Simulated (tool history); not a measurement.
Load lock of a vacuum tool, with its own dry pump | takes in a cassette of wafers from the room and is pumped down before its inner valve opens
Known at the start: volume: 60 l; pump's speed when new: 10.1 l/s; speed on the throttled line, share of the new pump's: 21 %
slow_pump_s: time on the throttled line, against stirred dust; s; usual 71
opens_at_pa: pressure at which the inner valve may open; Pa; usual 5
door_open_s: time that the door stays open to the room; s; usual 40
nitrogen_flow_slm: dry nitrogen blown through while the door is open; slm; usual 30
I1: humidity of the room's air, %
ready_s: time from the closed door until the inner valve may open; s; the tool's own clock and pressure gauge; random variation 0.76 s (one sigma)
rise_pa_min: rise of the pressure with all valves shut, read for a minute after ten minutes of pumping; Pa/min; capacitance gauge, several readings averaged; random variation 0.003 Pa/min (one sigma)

run 1 hour=0.0 | slow_pump_s=71 opens_at_pa=5 door_open_s=40 nitrogen_flow_slm=30 | I1=41.5 | ready_s=116.8 rise_pa_min=0.027
run 2 hour=119.1 | slow_pump_s=71 opens_at_pa=5 door_open_s=40 nitrogen_flow_slm=30 | I1=44.7 | ready_s=115.7 rise_pa_min=0.026
run 3 hour=223.0 | slow_pump_s=71 opens_at_pa=5 door_open_s=40 nitrogen_flow_slm=30 | I1=45.8 | ready_s=115.4 rise_pa_min=0.024
run 4 hour=347.3 | slow_pump_s=71 opens_at_pa=5 door_open_s=40 nitrogen_flow_slm=30 | I1=46.9 | ready_s=116.9 rise_pa_min=0.029
run 5 hour=426.5 | slow_pump_s=71 opens_at_pa=5 door_open_s=40 nitrogen_flow_slm=30 | I1=44.1 | ready_s=117.4 rise_pa_min=0.031
run 6 hour=534.2 | slow_pump_s=71 opens_at_pa=5 door_open_s=68 nitrogen_flow_slm=30 | I1=44.2 | ready_s=116.4 rise_pa_min=0.038
run 7 hour=635.6 | slow_pump_s=121 opens_at_pa=5 door_open_s=40 nitrogen_flow_slm=30 | I1=45.7 | ready_s=157.7 rise_pa_min=0.036
run 8 hour=742.1 | slow_pump_s=71 opens_at_pa=8 door_open_s=40 nitrogen_flow_slm=30 | I1=42.8 | ready_s=113.7 rise_pa_min=0.035
run 9 hour=870.1 | slow_pump_s=71 opens_at_pa=8 door_open_s=40 nitrogen_flow_slm=30 | I1=43.5 | ready_s=113.9 rise_pa_min=0.037
run 10 hour=949.9 | slow_pump_s=71 opens_at_pa=8 door_open_s=40 nitrogen_flow_slm=30 | I1=46.9 | ready_s=114.0 rise_pa_min=0.036
run 11 hour=1046.9 | slow_pump_s=71 opens_at_pa=8 door_open_s=40 nitrogen_flow_slm=30 | I1=43.7 | ready_s=113.8 rise_pa_min=0.034
run 12 hour=1153.1 | slow_pump_s=71 opens_at_pa=5 door_open_s=40 nitrogen_flow_slm=30 | I1=43.4 | ready_s=117.8 rise_pa_min=0.038
run 13 hour=1230.2 | slow_pump_s=71 opens_at_pa=5 door_open_s=40 nitrogen_flow_slm=31 | I1=43.9 | ready_s=116.7 rise_pa_min=0.035
run 14 hour=1347.8 | slow_pump_s=71 opens_at_pa=5 door_open_s=40 nitrogen_flow_slm=31 | I1=48.3 | ready_s=117.9 rise_pa_min=0.034
run 15 hour=1427.9 | slow_pump_s=71 opens_at_pa=5 door_open_s=40 nitrogen_flow_slm=6 | I1=43.5 | ready_s=116.9 rise_pa_min=0.053
run 16 hour=1518.9 | slow_pump_s=71 opens_at_pa=5 door_open_s=40 nitrogen_flow_slm=6 | I1=45.2 | ready_s=117.4 rise_pa_min=0.055
run 17 hour=1639.3 | slow_pump_s=94 opens_at_pa=5 door_open_s=40 nitrogen_flow_slm=6 | I1=46.3 | ready_s=134.9 rise_pa_min=0.060
run 18 hour=1744.9 | slow_pump_s=94 opens_at_pa=5 door_open_s=40 nitrogen_flow_slm=6 | I1=46.5 | ready_s=135.7 rise_pa_min=0.061
run 19 hour=1813.9 | slow_pump_s=71 opens_at_pa=5 door_open_s=40 nitrogen_flow_slm=14 | I1=42.0 | ready_s=116.2 rise_pa_min=0.053
run 20 hour=1916.9 | slow_pump_s=111 opens_at_pa=5 door_open_s=36 nitrogen_flow_slm=29 | I1=48.9 | ready_s=147.8 rise_pa_min=0.048
run 21 hour=2035.9 | slow_pump_s=64 opens_at_pa=7 door_open_s=40 nitrogen_flow_slm=21 | I1=43.4 | ready_s=111.1 rise_pa_min=0.054
run 22 hour=2101.0 | slow_pump_s=71 opens_at_pa=5 door_open_s=137 nitrogen_flow_slm=30 | I1=44.3 | ready_s=117.8 rise_pa_min=0.071
run 23 hour=2203.5 | slow_pump_s=71 opens_at_pa=5 door_open_s=40 nitrogen_flow_slm=5 | I1=46.5 | ready_s=116.8 rise_pa_min=0.071
run 24 hour=2318.1 | slow_pump_s=71 opens_at_pa=5 door_open_s=40 nitrogen_flow_slm=42 | I1=43.6 | ready_s=116.6 rise_pa_min=0.049
run 25 hour=2455.2 | slow_pump_s=71 opens_at_pa=5 door_open_s=40 nitrogen_flow_slm=42 | I1=42.3 | ready_s=118.7 rise_pa_min=0.050
run 26 hour=2520.3 | slow_pump_s=71 opens_at_pa=5 door_open_s=40 nitrogen_flow_slm=42 | I1=45.3 | ready_s=119.5 rise_pa_min=0.049
run 27 hour=2602.1 | slow_pump_s=71 opens_at_pa=9 door_open_s=35 nitrogen_flow_slm=16 | I1=44.5 | ready_s=113.7 rise_pa_min=0.063
run 28 hour=2720.4 | slow_pump_s=71 opens_at_pa=5 door_open_s=227 nitrogen_flow_slm=30 | I1=45.8 | ready_s=118.5 rise_pa_min=0.095
run 29 hour=2812.1 | slow_pump_s=71 opens_at_pa=8 door_open_s=227 nitrogen_flow_slm=15 | I1=48.7 | ready_s=115.1 rise_pa_min=0.125
run 30 hour=2903.0 | slow_pump_s=71 opens_at_pa=8 door_open_s=58 nitrogen_flow_slm=15 | I1=46.4 | ready_s=116.9 rise_pa_min=0.080
run 31 hour=3033.6 | slow_pump_s=82 opens_at_pa=9 door_open_s=68 nitrogen_flow_slm=6 | I1=45.2 | ready_s=124.1 rise_pa_min=0.094
run 32 hour=3103.5 | slow_pump_s=61 opens_at_pa=8 door_open_s=40 nitrogen_flow_slm=6 | I1=43.7 | ready_s=106.4 rise_pa_min=0.073
run 33 hour=3232.7 | slow_pump_s=61 opens_at_pa=6 door_open_s=40 nitrogen_flow_slm=6 | I1=45.5 | ready_s=109.7 rise_pa_min=0.079
run 34 hour=3303.1 | slow_pump_s=61 opens_at_pa=6 door_open_s=40 nitrogen_flow_slm=6 | I1=44.7 | ready_s=109.2 rise_pa_min=0.082
run 35 hour=3436.5 | slow_pump_s=109 opens_at_pa=5 door_open_s=154 nitrogen_flow_slm=30 | I1=47.3 | ready_s=147.7 rise_pa_min=0.094
run 36 hour=3521.9 | slow_pump_s=48 opens_at_pa=7 door_open_s=40 nitrogen_flow_slm=30 | I1=46.6 | ready_s=98.5 rise_pa_min=0.073
run 37 hour=3658.8 | slow_pump_s=92 opens_at_pa=5 door_open_s=40 nitrogen_flow_slm=5 | I1=47.8 | ready_s=135.1 rise_pa_min=0.089
run 38 hour=3736.9 | slow_pump_s=65 opens_at_pa=5 door_open_s=40 nitrogen_flow_slm=38 | I1=43.9 | ready_s=114.3 rise_pa_min=0.072

Some steps in ready_s between neighbouring runs. How much of each would the tool show without its hidden state too (settings, what came in, random variation), and how much is left for the hidden state, with any gauge scatter that isn't in both results?
The hidden state here: pump's speed, % of a new pump's; leak at the door's seal, Pa l/s; drift of the gauge itself on ready_s, %; drift of the gauge itself on rise_pa_min, %.
Run 6 -> 7: slow_pump_s 71 -> 121, door_open_s 68 -> 40. ready_s +41.3 s: hidden state -0.3, all else +41.6.
Run 7 -> 8: slow_pump_s 121 -> 71, opens_at_pa 5 -> 8. ready_s -44.0 s: hidden state +0.3, all else -44.3.
Run 34 -> 35: slow_pump_s 61 -> 109, opens_at_pa 6 -> 5, door_open_s 40 -> 154, nitrogen_flow_slm 6 -> 30. ready_s +38.5 s: hidden state -0.5, all else +39.0.
Run 35 -> 36: slow_pump_s 109 -> 48, opens_at_pa 5 -> 7, door_open_s 154 -> 40. ready_s -49.2 s: hidden state +0.9, all else -50.1.
Run 37 -> 38: slow_pump_s 92 -> 65, nitrogen_flow_slm 5 -> 38. ready_s -20.8 s: hidden state +0.6, all else -21.4.
